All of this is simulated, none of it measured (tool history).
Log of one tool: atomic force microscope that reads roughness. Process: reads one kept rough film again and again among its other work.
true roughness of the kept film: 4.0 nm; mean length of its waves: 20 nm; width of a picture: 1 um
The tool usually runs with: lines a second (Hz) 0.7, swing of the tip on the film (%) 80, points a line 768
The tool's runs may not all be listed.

run   hour  lines a second (Hz)  swing of the tip on the film (%)  points a line  roughness of the kept film (nm (root mean square))
  1      0                  0.7                                80            768                                               2.914
      15.1  -- new tip fitted
  2   19.7                0.639                                80            768                                               2.948
  3   38.1                0.639                                80            768                                               2.943
  4   49.7                0.639                                80            768                                               2.942
  5   66.1                0.639                                85            768                                               2.873
  6   84.4                0.639                                85            768                                               2.866
  7   99.5                0.639                                85            387                                               2.837
  8  118.5                  0.7                                80            768                                               2.925
  9  137.1                  0.7                                80            273                                               2.828
     142.2  -- new tip fitted
 10  153.8                  0.7                                80            273                                               2.845
 11  168.8                  0.7                                80            273                                               2.845
 12  187.6                0.933                                80            768                                               2.852
 13  205.3                  0.7                                80            768                                               2.923
 14  215.4                  0.7                                61            768                                               3.053
 15  234.9                  0.7                                63            768                                               3.047
 16  247.8                  0.7                                63            768                                               3.029
 17    266                  0.7                                62            768                                               3.028
     269.5  -- new tip fitted
 18  285.1                  0.7                                62            768                                               3.038
 19  302.6                3.803                                80            768                                               2.275
 20  322.2                3.803                                80            768                                               2.266
 21  341.8                3.803                                80            768                                               2.287
 22  361.6                3.803                                80            768                                               2.271
 23  380.5                3.803                                80            768                                               2.271
     396.1  -- new tip fitted
 24  399.6                0.998                                74            768                                               2.912
 25  412.2                 0.86                                80            871                                               2.895
 26  427.9                0.842                                78            635                                               2.912
 27  441.2                1.797                                78            798                                               2.709
 28  450.4                1.797                                78            798                                               2.698
 29  463.9                1.797                                78            798                                               2.703
 30  484.1                1.851                                83            746                                               2.564
 31  498.4                  0.7                                80            271                                               2.824
 32  516.3                0.542                                80            768                                               2.949
     523.6  -- new tip fitted
 33  529.4                  0.7                                56            305                                               3.018
 34  546.1                2.953                                56            369                                               2.887
 35  556.4                1.138                                81            772                                               2.788
 36  570.4                1.138                                81            772                                               2.791
 37  578.9                0.901                                67            373                                               2.931
 38  587.9                  0.7                                63            281                                                2.95

Table of differences, measured result less the result of that run with no hidden state. Run-to-run variation is the same in both. Gauge scatter possibly is not:
What the log doesn't record here: radius of the tip, nm; height scale over the true one, %; drift of the gauge itself on roughness_nm, %.
run  roughness of the kept film (nm (root mean square))
  1                                              -0.013
  2                                              -0.002
  3                                              -0.003
  4                                              -0.005
  5                                              -0.007
  6                                              -0.009
  7                                              -0.011
  8                                              -0.013
  9                                              -0.015
 10                                              -0.001
 11                                              -0.003
 12                                              -0.005
 13                                              -0.008
 14                                              -0.009
 15                                              -0.012
 16                                              -0.013
 17                                              -0.016
 18                                              -0.003
 19                                              -0.004
 20                                              -0.005
 21                                              -0.006
 22                                              -0.009
 23                                              -0.011
 24                                              -0.001
 25                                              -0.003
 26                                              -0.004
 27                                              -0.005
 28                                              -0.006
 29                                              -0.008
 30                                               -0.01
 31                                              -0.012
 32                                              -0.014
 33                                              -0.002
 34                                              -0.003
 35                                              -0.004
 36                                              -0.006
 37                                              -0.007
 38                                              -0.008
